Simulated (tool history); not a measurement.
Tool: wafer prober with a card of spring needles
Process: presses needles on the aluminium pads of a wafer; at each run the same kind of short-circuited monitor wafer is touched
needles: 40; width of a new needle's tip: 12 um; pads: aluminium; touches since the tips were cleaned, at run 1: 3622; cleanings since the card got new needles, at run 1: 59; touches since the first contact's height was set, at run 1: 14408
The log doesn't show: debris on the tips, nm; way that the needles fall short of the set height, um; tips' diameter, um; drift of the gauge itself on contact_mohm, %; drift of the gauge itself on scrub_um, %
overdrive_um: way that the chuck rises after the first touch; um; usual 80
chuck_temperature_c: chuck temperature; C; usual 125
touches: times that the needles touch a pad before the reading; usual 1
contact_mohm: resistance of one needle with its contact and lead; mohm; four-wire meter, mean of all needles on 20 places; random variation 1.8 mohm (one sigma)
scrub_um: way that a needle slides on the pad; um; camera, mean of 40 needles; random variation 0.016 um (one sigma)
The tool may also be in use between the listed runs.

| run | day | overdrive_um | chuck_temperature_c | touches | touches since the tips were cleaned | cleanings since the card got new needles | touches since the first contact's height was set | contact_mohm | scrub_um |
|---|---|---|---|---|---|---|---|---|---|
| 1 | 0.000 | 80 | 125 | 1 | 3622 | 59 | 14408 | 273 | 12.68 |
|  | 0.112 | tips cleaned on abrasive film |
|  | 0.654 | tips cleaned on abrasive film |
|  | 1.200 | tips cleaned on abrasive film |
|  | 1.742 | tips cleaned on abrasive film |
|  | 2.175 | tips cleaned on abrasive film |
|  | 2.721 | tips cleaned on abrasive film |
| 2 | 3.054 | 88 | 125 | 1 | 3335 | 65 | 44707 | 268 | 13.85 |
|  | 3.162 | tips cleaned on abrasive film |
|  | 3.600 | tips cleaned on abrasive film |
|  | 4.142 | tips cleaned on abrasive film |
|  | 4.688 | tips cleaned on abrasive film |
|  | 5.121 | tips cleaned on abrasive film |
|  | 5.662 | tips cleaned on abrasive film |
|  | 6.208 | tips cleaned on abrasive film |
| 3 | 6.433 | 88 | 125 | 1 | 2270 | 72 | 78248 | 269 | 13.70 |
|  | 6.654 | tips cleaned on abrasive film |
|  | 7.196 | tips cleaned on abrasive film |
|  | 7.742 | tips cleaned on abrasive film |
|  | 8.283 | tips cleaned on abrasive film |
|  | 8.512 | height of the first contact set anew |
|  | 8.775 | tips cleaned on abrasive film |
| 4 | 8.775 | 88 | 125 | 1 | 0 | 77 | 2588 | 257 | 14.01 |
|  | 9.317 | tips cleaned on abrasive film |
|  | 9.862 | tips cleaned on abrasive film |
|  | 10.296 | tips cleaned on abrasive film |
|  | 10.838 | tips cleaned on abrasive film |
| 5 | 10.988 | 88 | 125 | 1 | 1496 | 81 | 24576 | 265 | 13.95 |
|  | 11.317 | tips cleaned on abrasive film |
|  | 11.858 | tips cleaned on abrasive film |
|  | 12.404 | tips cleaned on abrasive film |
|  | 12.892 | tips cleaned on abrasive film |
| 6 | 12.892 | 80 | 68 | 1 | 0 | 85 | 43457 | 242 | 12.61 |
|  | 13.329 | tips cleaned on abrasive film |
|  | 13.871 | tips cleaned on abrasive film |
|  | 14.412 | tips cleaned on abrasive film |
|  | 14.958 | tips cleaned on abrasive film |
|  | 15.392 | tips cleaned on abrasive film |
|  | 15.938 | tips cleaned on abrasive film |
| 7 | 15.967 | 80 | 68 | 1 | 326 | 91 | 73982 | 247 | 12.48 |
|  | 16.404 | tips cleaned on abrasive film |
|  | 16.946 | tips cleaned on abrasive film |
|  | 17.492 | tips cleaned on abrasive film |
|  | 18.033 | tips cleaned on abrasive film |
|  | 18.467 | tips cleaned on abrasive film |
|  | 18.479 | height of the first contact set anew |
| 8 | 18.654 | 80 | 68 | 1 | 1737 | 96 | 1737 | 261 | 12.74 |
|  | 18.983 | tips cleaned on abrasive film |
|  | 19.417 | tips cleaned on abrasive film |
|  | 19.962 | tips cleaned on abrasive film |
|  | 20.396 | tips cleaned on abrasive film |
| 9 | 20.683 | 80 | 68 | 1 | 2878 | 100 | 21874 | 263 | 12.65 |
|  | 20.904 | tips cleaned on abrasive film |
|  | 21.446 | tips cleaned on abrasive film |
|  | 21.992 | tips cleaned on abrasive film |
|  | 22.533 | tips cleaned on abrasive film |
|  | 23.075 | tips cleaned on abrasive film |
|  | 23.621 | tips cleaned on abrasive film |
| 10 | 23.908 | 80 | 59 | 1 | 2908 | 106 | 53903 | 266 | 12.57 |
|  | 24.129 | tips cleaned on abrasive film |
|  | 24.567 | tips cleaned on abrasive film |
|  | 25.108 | tips cleaned on abrasive film |
|  | 25.542 | tips cleaned on abrasive film |
|  | 26.088 | tips cleaned on abrasive film |
| 11 | 26.108 | 80 | 59 | 1 | 210 | 111 | 75683 | 244 | 12.49 |
|  | 26.542 | tips cleaned on abrasive film |
|  | 27.088 | tips cleaned on abrasive film |
|  | 27.629 | tips cleaned on abrasive film |
| 12 | 27.650 | 80 | 59 | 1 | 207 | 114 | 90990 | 246 | 12.41 |
|  | 28.083 | tips cleaned on abrasive film |
|  | 28.421 | height of the first contact set anew |
|  | 28.642 | tips cleaned on abrasive film |
|  | 29.183 | tips cleaned on abrasive film |
|  | 29.725 | tips cleaned on abrasive film |
|  | 30.162 | tips cleaned on abrasive film |
|  | 30.704 | tips cleaned on abrasive film |
| 13 | 31.021 | 80 | 59 | 1 | 3167 | 120 | 25816 | 263 | 12.68 |
|  | 31.242 | tips cleaned on abrasive film |
|  | 31.783 | tips cleaned on abrasive film |
|  | 32.329 | tips cleaned on abrasive film |
|  | 32.871 | tips cleaned on abrasive film |
|  | 33.304 | tips cleaned on abrasive film |
|  | 33.850 | tips cleaned on abrasive film |
|  | 34.283 | tips cleaned on abrasive film |
| 14 | 34.288 | 80 | 31 | 2 | 24 | 127 | 58196 | 236 | 12.54 |
|  | 34.725 | tips cleaned on abrasive film |
|  | 35.158 | tips cleaned on abrasive film |
|  | 35.704 | tips cleaned on abrasive film |
|  | 36.138 | tips cleaned on abrasive film |
|  | 36.683 | tips cleaned on abrasive film |
|  | 37.225 | tips cleaned on abrasive film |
| 15 | 37.258 | 80 | 125 | 3 | 338 | 133 | 87685 | 262 | 12.42 |
|  | 37.692 | tips cleaned on abrasive film |
|  | 38.238 | tips cleaned on abrasive film |
|  | 38.358 | height of the first contact set anew |
|  | 38.792 | tips cleaned on abrasive film |
| 16 | 39.150 | 61 | 53 | 3 | 3584 | 136 | 7898 | 254 | 9.71 |
|  | 39.262 | tips cleaned on abrasive film |
|  | 39.804 | tips cleaned on abrasive film |
|  | 40.242 | tips cleaned on abrasive film |
|  | 40.783 | tips cleaned on abrasive film |
|  | 41.221 | tips cleaned on abrasive film |
|  | 41.708 | tips cleaned on abrasive film |
| 17 | 41.708 | 61 | 53 | 3 | 0 | 142 | 33228 | 245 | 9.58 |
|  | 42.142 | tips cleaned on abrasive film |
|  | 42.688 | tips cleaned on abrasive film |
|  | 43.121 | tips cleaned on abrasive film |
|  | 43.662 | tips cleaned on abrasive film |
|  | 44.100 | tips cleaned on abrasive film |
|  | 44.642 | tips cleaned on abrasive film |
|  | 45.079 | tips cleaned on abrasive film |
| 18 | 45.108 | 60 | 94 | 2 | 323 | 149 | 66987 | 258 | 9.31 |
|  | 45.546 | tips cleaned on abrasive film |
|  | 45.979 | tips cleaned on abrasive film |
|  | 46.525 | tips cleaned on abrasive film |
|  | 47.067 | tips cleaned on abrasive film |
|  | 47.608 | tips cleaned on abrasive film |
| 19 | 47.983 | 60 | 94 | 2 | 3747 | 154 | 95542 | 276 | 9.21 |
|  | 48.096 | tips cleaned on abrasive film |
|  | 48.325 | height of the first contact set anew |
|  | 48.546 | tips cleaned on abrasive film |
|  | 49.088 | tips cleaned on abrasive film |
| 20 | 49.388 | 98 | 123 | 3 | 3018 | 157 | 10569 | 264 | 15.58 |
|  | 49.608 | tips cleaned on abrasive film |
|  | 50.154 | tips cleaned on abrasive film |
|  | 50.588 | tips cleaned on abrasive film |
|  | 51.129 | tips cleaned on abrasive film |
|  | 51.567 | tips cleaned on abrasive film |
|  | 52.108 | tips cleaned on abrasive film |
| 21 | 52.442 | 73 | 49 | 2 | 3346 | 163 | 40878 | 259 | 11.50 |
|  | 52.554 | tips cleaned on abrasive film |
|  | 53.100 | tips cleaned on abrasive film |
|  | 53.642 | tips cleaned on abrasive film |
|  | 54.188 | tips cleaned on abrasive film |
| 22 | 54.604 | 73 | 94 | 2 | 4182 | 167 | 62324 | 269 | 11.40 |
|  | 54.717 | tips cleaned on abrasive film |
|  | 55.258 | tips cleaned on abrasive film |
|  | 55.800 | tips cleaned on abrasive film |
|  | 56.346 | tips cleaned on abrasive film |
| 23 | 56.417 | 80 | 125 | 1 | 712 | 171 | 80294 | 271 | 12.42 |
|  | 56.850 | tips cleaned on abrasive film |
|  | 57.288 | tips cleaned on abrasive film |
|  | 57.829 | tips cleaned on abrasive film |
| 24 | 58.150 | 80 | 125 | 2 | 3206 | 174 | 97522 | 273 | 12.36 |

Some steps in contact_mohm between neighbouring runs. How much of each would the tool show without its hidden state too (settings, what came in, random variation), and how much is left for the hidden state, with any gauge scatter that isn't in both results?
Run 13 -> 14: chuck_temperature_c 59 -> 31, touches 1 -> 2, tips cleaned on abrasive film, tips cleaned on abrasive film, tips cleaned on abrasive film, tips cleaned on abrasive film, tips cleaned on abrasive film, tips cleaned on abrasive film, tips cleaned on abrasive film. contact_mohm -27 mohm: hidden state -22, all else -5.
Run 14 -> 15: chuck_temperature_c 31 -> 125, touches 2 -> 3, tips cleaned on abrasive film, tips cleaned on abrasive film, tips cleaned on abrasive film, tips cleaned on abrasive film, tips cleaned on abrasive film, tips cleaned on abrasive film. contact_mohm +26 mohm: hidden state +1, all else +25.
Run 19 -> 20: overdrive_um 60 -> 98, chuck_temperature_c 94 -> 123, touches 2 -> 3, tips cleaned on abrasive film, height of the first contact set anew, tips cleaned on abrasive film, tips cleaned on abrasive film. contact_mohm -12 mohm: hidden state -23, all else +11.
